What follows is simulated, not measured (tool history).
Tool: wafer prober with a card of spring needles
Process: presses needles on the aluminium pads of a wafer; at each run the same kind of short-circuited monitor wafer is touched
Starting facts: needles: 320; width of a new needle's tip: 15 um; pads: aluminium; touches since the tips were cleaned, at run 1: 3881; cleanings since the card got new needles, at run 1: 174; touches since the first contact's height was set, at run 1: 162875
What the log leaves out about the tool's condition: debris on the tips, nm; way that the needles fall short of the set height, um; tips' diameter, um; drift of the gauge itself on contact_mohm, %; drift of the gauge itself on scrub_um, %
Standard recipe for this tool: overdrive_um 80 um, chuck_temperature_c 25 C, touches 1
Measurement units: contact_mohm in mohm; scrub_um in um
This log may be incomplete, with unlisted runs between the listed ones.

run    hour  overdrive_um  chuck_temperature_c  touches  touches since the tips were cleaned  cleanings since the card got new needles  touches since the first contact's height was set  contact_mohm  scrub_um
  1       0            80                   25        1                                 3881                                       174                                            162875           184      12.2
        2.6  -- tips cleaned on abrasive film
       15.2  -- tips cleaned on abrasive film
       25.4  -- tips cleaned on abrasive film
         38  -- tips cleaned on abrasive film
       50.6  -- tips cleaned on abrasive film
  2      52            80                   25        1                                  548                                       179                                            183549           184     12.14
       62.1  -- tips cleaned on abrasive film
       74.7  -- tips cleaned on abrasive film
       87.3  -- tips cleaned on abrasive film
       99.9  -- tips cleaned on abrasive film
  3   109.6            80                   25        1                                 3879                                       183                                            206535           183     12.17
      112.2  -- tips cleaned on abrasive film
      122.3  -- tips cleaned on abrasive film
      134.9  -- tips cleaned on abrasive film
      147.6  -- tips cleaned on abrasive film
  4   157.1            80                   25        1                                 3849                                       187                                            225479           181     12.14
      159.7  -- tips cleaned on abrasive film
        160  -- height of the first contact set anew
      170.2  -- tips cleaned on abrasive film
      182.8  -- tips cleaned on abrasive film
      195.4  -- tips cleaned on abrasive film
  5   198.7            80                   88        1                                 1335                                       191                                             15407           193     12.18
      206.3  -- tips cleaned on abrasive film
      218.9  -- tips cleaned on abrasive film
        231  -- tips cleaned on abrasive film
  6     231            62                   25        1                                    0                                       194                                             28263           184      9.42
      241.1  -- tips cleaned on abrasive film
      253.8  -- tips cleaned on abrasive film
      266.4  -- tips cleaned on abrasive film
      278.2  -- tips cleaned on abrasive film
  7   278.2            80                   25        2                                    0                                       198                                             47061           182     12.08
      290.8  -- tips cleaned on abrasive film
      303.4  -- tips cleaned on abrasive film
        316  -- tips cleaned on abrasive film
  8   317.4            80                   25        2                                  545                                       201                                             62681           184     12.13
      327.5  -- tips cleaned on abrasive film
      340.1  -- tips cleaned on abrasive film
      352.8  -- tips cleaned on abrasive film
  9   353.1            80                   25        2                                  136                                       204                                             76906           182     12.12
      363.2  -- tips cleaned on abrasive film
      373.3  -- tips cleaned on abrasive film
 10   380.9            80                   25        1                                 3015                                       206                                             87975           179      12.1
        386  -- tips cleaned on abrasive film
      398.6  -- tips cleaned on abrasive film
      411.2  -- tips cleaned on abrasive film
      423.8  -- tips cleaned on abrasive film
 11   426.2            80                   25        1                                  970                                       210                                            106051           180     12.05
      436.4  -- tips cleaned on abrasive film
      446.5  -- tips cleaned on abrasive film
      459.1  -- tips cleaned on abrasive film
 12   465.1            80                  101        1                                 2418                                       213                                            121551           196     12.06
      470.2  -- tips cleaned on abrasive film
      482.9  -- tips cleaned on abrasive film
 13   492.3            80                  101        1                                 3783                                       215                                            132377           199     12.09
      494.9  -- tips cleaned on abrasive film
        505  -- tips cleaned on abrasive film
      517.6  -- tips cleaned on abrasive film
      527.8  -- tips cleaned on abrasive film
      539.9  -- tips cleaned on abrasive film
 14   539.9            80                  101        1                                    0                                       220                                            151297           201     12.06
      552.5  -- tips cleaned on abrasive film
      562.6  -- tips cleaned on abrasive film
      575.1  -- tips cleaned on abrasive film
 15   581.1            86                   25        2                                 2389                                       223                                            167730           185     12.99
      586.2  -- tips cleaned on abrasive film
      598.8  -- tips cleaned on abrasive film
      611.5  -- tips cleaned on abrasive film
      624.1  -- tips cleaned on abrasive film
      634.2  -- tips cleaned on abrasive film
 16   637.5            75                  122        2                                 1343                                       228                                            190206           203     11.29
      645.2  -- tips cleaned on abrasive film
      657.8  -- tips cleaned on abrasive film
      670.4  -- tips cleaned on abrasive film
 17   679.4            75                  122        2                                 3632                                       231                                            206918           208     11.29
      682.1  -- tips cleaned on abrasive film
      694.7  -- tips cleaned on abrasive film
      704.8  -- tips cleaned on abrasive film
      714.9  -- tips cleaned on abrasive film
      727.5  -- tips cleaned on abrasive film
      730.3  -- height of the first contact set anew
      739.8  -- tips cleaned on abrasive film
 18   739.8            75                  106        2                                    0                                       237                                              3741           198     11.28
      752.4  -- tips cleaned on abrasive film
        765  -- tips cleaned on abrasive film
 19   770.2            70                   25        3                                 2093                                       239                                             15886           185     10.44
      775.3  -- tips cleaned on abrasive film
      785.4  -- tips cleaned on abrasive film
        798  -- tips cleaned on abrasive film
 20     798            80                   41        1                                    0                                       242                                             26934           187     12.05
      810.6  -- tips cleaned on abrasive film
      823.2  -- tips cleaned on abrasive film
      835.8  -- tips cleaned on abrasive film
 21   842.5            88                   34        1                                 2678                                       245                                             44695           185     13.21
      847.6  -- tips cleaned on abrasive film
      860.2  -- tips cleaned on abrasive film
      872.9  -- tips cleaned on abrasive film
      885.5  -- tips cleaned on abrasive film
 22   889.3            68                  122        2                                 1523                                       249                                             63325           207      10.2
      896.9  -- tips cleaned on abrasive film
      909.5  -- tips cleaned on abrasive film
 23     918            81                   28        3                                 3415                                       251                                             74791           183     12.12
      920.6  -- tips cleaned on abrasive film
      933.3  -- tips cleaned on abrasive film
      945.8  -- tips cleaned on abrasive film
      958.4  -- tips cleaned on abrasive film
      969.7  -- tips cleaned on abrasive film
 24   969.7            80                   82        1                                    0                                       256                                             95361           197     11.96
      982.4  -- tips cleaned on abrasive film
        995  -- tips cleaned on abrasive film
     1007.6  -- tips cleaned on abrasive film
     1020.2  -- tips cleaned on abrasive film
 25  1028.2            73                   88        2                                 3206                                       260                                            118693           199     10.89
     1030.8  -- tips cleaned on abrasive film
     1040.9  -- tips cleaned on abrasive film
     1053.6  -- tips cleaned on abrasive film
     1063.7  -- tips cleaned on abrasive film
     1076.3  -- tips cleaned on abrasive film
 26  1076.5            66                   35        1                                   67                                       265                                            137878           188      9.84

Below are 4 alternative next runs, each starting from the tool's condition after run 26. Predict each:
     1086.6  -- tips cleaned on abrasive film
     1099.2  -- tips cleaned on abrasive film
  A  1103.5            66                   58        1                                 1707                                       267                                            148635             ?         ?
     1086.6  -- tips cleaned on abrasive film
     1099.2  -- tips cleaned on abrasive film
  B  1103.5            72                   89        1                                 1707                                       267                                            148635             ?         ?
     1086.6  -- tips cleaned on abrasive film
     1099.2  -- tips cleaned on abrasive film
  C  1103.5            66                   67        1                                 1707                                       267                                            148635             ?         ?
     1086.6  -- tips cleaned on abrasive film
     1099.2  -- tips cleaned on abrasive film
  D  1103.5            89                   25        3                                 1707                                       267                                            148635             ?         ?

run  contact_mohm  scrub_um
  A           196      9.86
  B           198     10.73
  C           199      9.82
  D           182     13.27
Take away the tool's hidden state, keep each run's random variation, and the runs would have read:
run  contact_mohm  scrub_um
  A           195     10.08
  B           198     10.97
  C           199     10.04
  D           182     13.56
